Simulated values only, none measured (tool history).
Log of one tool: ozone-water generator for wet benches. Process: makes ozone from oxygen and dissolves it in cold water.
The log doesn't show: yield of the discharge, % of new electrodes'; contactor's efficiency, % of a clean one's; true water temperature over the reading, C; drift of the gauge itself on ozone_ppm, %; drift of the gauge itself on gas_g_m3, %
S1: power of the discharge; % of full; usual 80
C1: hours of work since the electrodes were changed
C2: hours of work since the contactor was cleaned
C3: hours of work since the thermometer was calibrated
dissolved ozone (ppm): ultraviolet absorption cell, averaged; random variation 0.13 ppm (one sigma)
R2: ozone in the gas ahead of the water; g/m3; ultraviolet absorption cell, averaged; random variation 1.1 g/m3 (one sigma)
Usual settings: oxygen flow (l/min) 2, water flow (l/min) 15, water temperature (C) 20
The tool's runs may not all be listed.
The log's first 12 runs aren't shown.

Run 13, day 21.133: usual settings but oxygen flow (l/min) 3.28; C1 2020; C2 3829; C3 2546. Result: dissolved ozone (ppm) 15.5, R2 166.2 g/m3.
Run 14, day 22.692: usual settings but oxygen flow (l/min) 3.28; C1 2050; C2 3859; C3 2576. Result: dissolved ozone (ppm) 15.3, R2 167 g/m3.
Run 15, day 24.817: usual settings but oxygen flow (l/min) 3.28; C1 2091; C2 3900; C3 2617. Result: dissolved ozone (ppm) 15.3, R2 167.6 g/m3.
Run 16, day 25.971: usual settings but oxygen flow (l/min) 3.28; C1 2113; C2 3922; C3 2639. Result: dissolved ozone (ppm) 15.4, R2 166.3 g/m3.
Run 17, day 27.142: usual settings but oxygen flow (l/min) 3.28; C1 2136; C2 3945; C3 2662. Result: dissolved ozone (ppm) 15.2, R2 165 g/m3.
Run 18, day 28.579: usual settings but oxygen flow (l/min) 3.28; C1 2163; C2 3972; C3 2690. Result: dissolved ozone (ppm) 15.4, R2 165.9 g/m3.
Run 19, day 30.088: usual settings but oxygen flow (l/min) 1.49, water flow (l/min) 12, water temperature (C) 22; C1 2192; C2 4001; C3 2718. Result: dissolved ozone (ppm) 14.8, R2 220.7 g/m3.
Run 20, day 31.229: usual settings but S1 88 % of full, oxygen flow (l/min) 2.47, water flow (l/min) 23, water temperature (C) 21; C1 2214; C2 4023; C3 2741. Result: dissolved ozone (ppm) 9.8, R2 197.1 g/m3.
Run 21, day 32.479: usual settings but S1 88 % of full, oxygen flow (l/min) 2.47, water flow (l/min) 23, water temperature (C) 21; C1 2238; C2 4047; C3 2764. Result: dissolved ozone (ppm) 9.6, R2 197.5 g/m3.
Run 22, day 34.188: usual settings but S1 88 % of full, oxygen flow (l/min) 2.47, water flow (l/min) 23, water temperature (C) 21; C1 2271; C2 4080; C3 2797. Result: dissolved ozone (ppm) 9.5, R2 196.4 g/m3.
Run 23, day 36.654: usual settings but S1 88 % of full, oxygen flow (l/min) 2.47, water flow (l/min) 23, water temperature (C) 21; C1 2318; C2 4128; C3 2845. Result: dissolved ozone (ppm) 9.7, R2 197.6 g/m3.
Run 24, day 38.075: usual settings but S1 88 % of full, oxygen flow (l/min) 1.95, water flow (l/min) 23, water temperature (C) 13; C1 2346; C2 4155; C3 2872. Result: dissolved ozone (ppm) 9.2, R2 214.4 g/m3.
Run 25, day 39.779: usual settings but S1 88 % of full, oxygen flow (l/min) 1.95, water flow (l/min) 23, water temperature (C) 13; C1 2379; C2 4188; C3 2905. Result: dissolved ozone (ppm) 9.2, R2 216.3 g/m3.
Run 26, day 40.892: usual settings but S1 52 % of full, water temperature (C) 14; C1 2400; C2 4209; C3 2926. Result: dissolved ozone (ppm) 10.6, R2 149.8 g/m3.
Run 27, day 42.396: usual settings but S1 57 % of full, oxygen flow (l/min) 1.6, water flow (l/min) 14, water temperature (C) 27; C1 2429; C2 4238; C3 2955. Result: dissolved ozone (ppm) 10, R2 171.7 g/m3.
Run 28, day 44.592: usual settings but oxygen flow (l/min) 1.01; C1 2471; C2 4280; C3 2997. Result: dissolved ozone (ppm) 10.2, R2 254.7 g/m3.
Run 29, day 46.429: usual settings but water flow (l/min) 10, water temperature (C) 27; C1 2506; C2 4316; C3 3033. Result: dissolved ozone (ppm) 17.4, R2 199.4 g/m3.
Run 30, day 47.892: usual settings but water flow (l/min) 11, water temperature (C) 21; C1 2535; C2 4344; C3 3061. Result: dissolved ozone (ppm) 17.3, R2 198.2 g/m3.
Run 31, day 50.438: usual settings but S1 47 % of full; C1 2584; C2 4393; C3 3110. Result: dissolved ozone (ppm) 9.4, R2 139.4 g/m3.
Run 32, day 52.912: usual settings but oxygen flow (l/min) 2.42, water temperature (C) 19; C1 2631; C2 4440; C3 3157. Result: dissolved ozone (ppm) 14.4, R2 187.6 g/m3.

Forecast each of these 3 alternatives for the next run:
Run A, day 54.962: usual settings but oxygen flow (l/min) 2.42, water temperature (C) 24; C1 2671; C2 4480; C3 3197. Result: dissolved ozone (ppm) ?, R2 ?.
Run B, day 54.962: usual settings but water temperature (C) 22; C1 2671; C2 4480; C3 3197. Result: dissolved ozone (ppm) ?, R2 ?.
Run C, day 54.962: usual settings but S1 78 % of full; C1 2671; C2 4480; C3 3197. Result: dissolved ozone (ppm) ?, R2 ?.

run  dissolved ozone (ppm)     R2
  A                   13.6  188.4
  B                   13.2  199.2
  C                   13.3  197.9
Without the tool's hidden state the same runs would have given:
run  dissolved ozone (ppm)     R2
  A                   13.6  184.3
  B                   13.2  194.8
  C                   13.3  193.5

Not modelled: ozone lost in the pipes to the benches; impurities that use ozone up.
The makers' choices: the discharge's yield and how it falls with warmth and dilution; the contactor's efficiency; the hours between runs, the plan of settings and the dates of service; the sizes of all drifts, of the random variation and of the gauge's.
